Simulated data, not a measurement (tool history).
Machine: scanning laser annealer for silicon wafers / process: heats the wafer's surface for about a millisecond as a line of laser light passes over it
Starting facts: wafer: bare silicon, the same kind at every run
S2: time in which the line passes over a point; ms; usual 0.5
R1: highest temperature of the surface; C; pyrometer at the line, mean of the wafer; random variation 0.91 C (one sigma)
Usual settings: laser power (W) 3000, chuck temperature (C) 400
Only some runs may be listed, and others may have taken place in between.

run 1 hour=0 | laser_power_(W)=3000 S2=0.5 chuck_temperature_(C)=400 | R1=1120.9
run 2 hour=18.9 | laser_power_(W)=3000 S2=0.5 chuck_temperature_(C)=400 | R1=1120.5
run 3 hour=37.5 | laser_power_(W)=3000 S2=0.483 chuck_temperature_(C)=400 | R1=1105.7
run 4 hour=50.2 | laser_power_(W)=3000 S2=0.483 chuck_temperature_(C)=400 | R1=1105.3
run 5 hour=77.3 | laser_power_(W)=3000 S2=0.483 chuck_temperature_(C)=400 | R1=1106.2
run 6 hour=98.2 | laser_power_(W)=3000 S2=0.483 chuck_temperature_(C)=400 | R1=1105.2
run 7 hour=117.6 | laser_power_(W)=3000 S2=0.483 chuck_temperature_(C)=400 | R1=1103.8
run 8 hour=137.8 | laser_power_(W)=3000 S2=0.483 chuck_temperature_(C)=362 | R1=1065.2
run 9 hour=166.1 | laser_power_(W)=3179 S2=0.5 chuck_temperature_(C)=400 | R1=1159.5
run 10 hour=189.1 | laser_power_(W)=3179 S2=0.5 chuck_temperature_(C)=400 | R1=1160.2
run 11 hour=201 | laser_power_(W)=3179 S2=0.5 chuck_temperature_(C)=400 | R1=1161.4
run 12 hour=215.3 | laser_power_(W)=3179 S2=0.5 chuck_temperature_(C)=400 | R1=1158.6
run 13 hour=238.6 | laser_power_(W)=3000 S2=0.444 chuck_temperature_(C)=400 | R1=1067.9
run 14 hour=261 | laser_power_(W)=3000 S2=0.444 chuck_temperature_(C)=400 | R1=1067.9
run 15 hour=280.4 | laser_power_(W)=3000 S2=0.444 chuck_temperature_(C)=400 | R1=1068.5
run 16 hour=300.9 | laser_power_(W)=3000 S2=0.444 chuck_temperature_(C)=400 | R1=1068.6
run 17 hour=327 | laser_power_(W)=3000 S2=0.5 chuck_temperature_(C)=400 | R1=1116.5
run 18 hour=340.3 | laser_power_(W)=3000 S2=0.5 chuck_temperature_(C)=400 | R1=1114.6
run 19 hour=366.2 | laser_power_(W)=3000 S2=0.5 chuck_temperature_(C)=400 | R1=1116.1
run 20 hour=395.5 | laser_power_(W)=3000 S2=0.5 chuck_temperature_(C)=400 | R1=1113.9
run 21 hour=417 | laser_power_(W)=3000 S2=0.5 chuck_temperature_(C)=400 | R1=1114.6
run 22 hour=443 | laser_power_(W)=3000 S2=0.5 chuck_temperature_(C)=400 | R1=1114.5
run 23 hour=469.1 | laser_power_(W)=2801 S2=0.433 chuck_temperature_(C)=395 | R1=1007.4
run 24 hour=491.8 | laser_power_(W)=2665 S2=0.38 chuck_temperature_(C)=400 | R1=940.7
run 25 hour=514.5 | laser_power_(W)=2951 S2=0.372 chuck_temperature_(C)=400 | R1=988.9
run 26 hour=535.5 | laser_power_(W)=2594 S2=0.5 chuck_temperature_(C)=429 | R1=1058.8
run 27 hour=555.3 | laser_power_(W)=2901 S2=0.5 chuck_temperature_(C)=429 | R1=1131.3
run 28 hour=574.1 | laser_power_(W)=2901 S2=0.5 chuck_temperature_(C)=429 | R1=1130.6
run 29 hour=593.3 | laser_power_(W)=2901 S2=0.5 chuck_temperature_(C)=429 | R1=1129.7
run 30 hour=609.2 | laser_power_(W)=2901 S2=0.5 chuck_temperature_(C)=429 | R1=1129.5
run 31 hour=630.9 | laser_power_(W)=2901 S2=0.5 chuck_temperature_(C)=429 | R1=1130.4
run 32 hour=651.7 | laser_power_(W)=2901 S2=0.5 chuck_temperature_(C)=429 | R1=1127.9
run 33 hour=672.4 | laser_power_(W)=2901 S2=0.5 chuck_temperature_(C)=429 | R1=1128.9
run 34 hour=684.3 | laser_power_(W)=3244 S2=0.443 chuck_temperature_(C)=378 | R1=1102.7
run 35 hour=712.2 | laser_power_(W)=2959 S2=0.435 chuck_temperature_(C)=402 | R1=1058.9
run 36 hour=741.1 | laser_power_(W)=3290 S2=0.491 chuck_temperature_(C)=387 | R1=1167.1
run 37 hour=759.6 | laser_power_(W)=3290 S2=0.572 chuck_temperature_(C)=387 | R1=1240.7
run 38 hour=781 | laser_power_(W)=2588 S2=0.572 chuck_temperature_(C)=387 | R1=1066.9
run 39 hour=796.3 | laser_power_(W)=3000 S2=0.416 chuck_temperature_(C)=370 | R1=1016.3
run 40 hour=819.6 | laser_power_(W)=3058 S2=0.509 chuck_temperature_(C)=419 | R1=1159.9

Missing from the log above: 1 entry noted between runs. For each, name the pair of listed runs it sits between and say how the tool's hidden condition differs from the listed run just before to the listed run just after:
Between runs 25 and 26: window over the wafer cleaned (hour 518.1)
  light that passes the window, % of a clean one's: 98.2 -> 99.84; laser's true power over the reading, %: 0.23 -> 0.24; width of the line over the set one, %: 3.71 -> 3.75
  measured minus no-state result, R1: -17.2 -> -8.2 C
